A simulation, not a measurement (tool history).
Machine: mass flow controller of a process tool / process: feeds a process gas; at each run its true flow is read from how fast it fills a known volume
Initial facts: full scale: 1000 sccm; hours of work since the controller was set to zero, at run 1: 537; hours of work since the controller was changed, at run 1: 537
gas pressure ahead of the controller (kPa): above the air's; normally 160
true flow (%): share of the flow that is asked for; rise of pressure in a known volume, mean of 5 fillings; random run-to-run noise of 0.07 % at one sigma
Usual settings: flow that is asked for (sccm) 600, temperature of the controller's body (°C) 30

| run | day | flow that is asked for (sccm) | gas pressure ahead of the controller (kPa) | temperature of the controller's body (°C) | hours of work since the controller was set to zero | hours of work since the controller was changed | true flow (%) |
|---|---|---|---|---|---|---|---|
| 1 | 0.000 | 600 | 160 | 30 | 537 | 537 | 98.27 |
| 2 | 4.046 | 600 | 174 | 30 | 573 | 573 | 98.39 |
| 3 | 6.288 | 600 | 160 | 28 | 593 | 593 | 98.56 |
| 4 | 9.842 | 600 | 160 | 28 | 625 | 625 | 98.53 |
| 5 | 11.600 | 600 | 160 | 30 | 640 | 640 | 98.28 |
| 6 | 14.225 | 600 | 195 | 30 | 664 | 664 | 98.61 |
| 7 | 17.421 | 600 | 156 | 30 | 692 | 692 | 98.26 |
| 8 | 21.596 | 600 | 160 | 24 | 729 | 729 | 98.94 |
| 9 | 25.479 | 600 | 160 | 22 | 764 | 764 | 99.20 |
| 10 | 29.383 | 600 | 258 | 30 | 798 | 798 | 99.00 |
| 11 | 33.096 | 600 | 160 | 30 | 831 | 831 | 98.35 |
| 12 | 34.967 | 600 | 160 | 39 | 848 | 848 | 97.29 |
| 13 | 38.592 | 600 | 160 | 39 | 880 | 880 | 97.10 |
| 14 | 40.388 | 600 | 160 | 24 | 896 | 896 | 98.88 |
| 15 | 44.621 | 600 | 160 | 24 | 933 | 933 | 99.05 |
| 16 | 48.033 | 600 | 160 | 30 | 964 | 964 | 98.26 |
| 17 | 49.783 | 600 | 226 | 30 | 979 | 979 | 98.79 |
| 18 | 52.025 | 600 | 226 | 30 | 999 | 999 | 98.55 |
| 19 | 55.175 | 600 | 226 | 30 | 1027 | 1027 | 98.60 |
| 20 | 58.417 | 364 | 274 | 26 | 1056 | 1056 | 98.80 |
| 21 | 62.238 | 364 | 274 | 26 | 1090 | 1090 | 98.98 |
| 22 | 65.671 | 600 | 160 | 24 | 1120 | 1120 | 98.94 |

Run 23 comes next. What will it give?
| 23 | 68.692 | 600 | 160 | 24 | 1147 | 1147 | ? |

{"run 23": {"true flow (%)": 99.01}}
With no hidden state in the tool, this same run would have given true flow (%) 99.01.
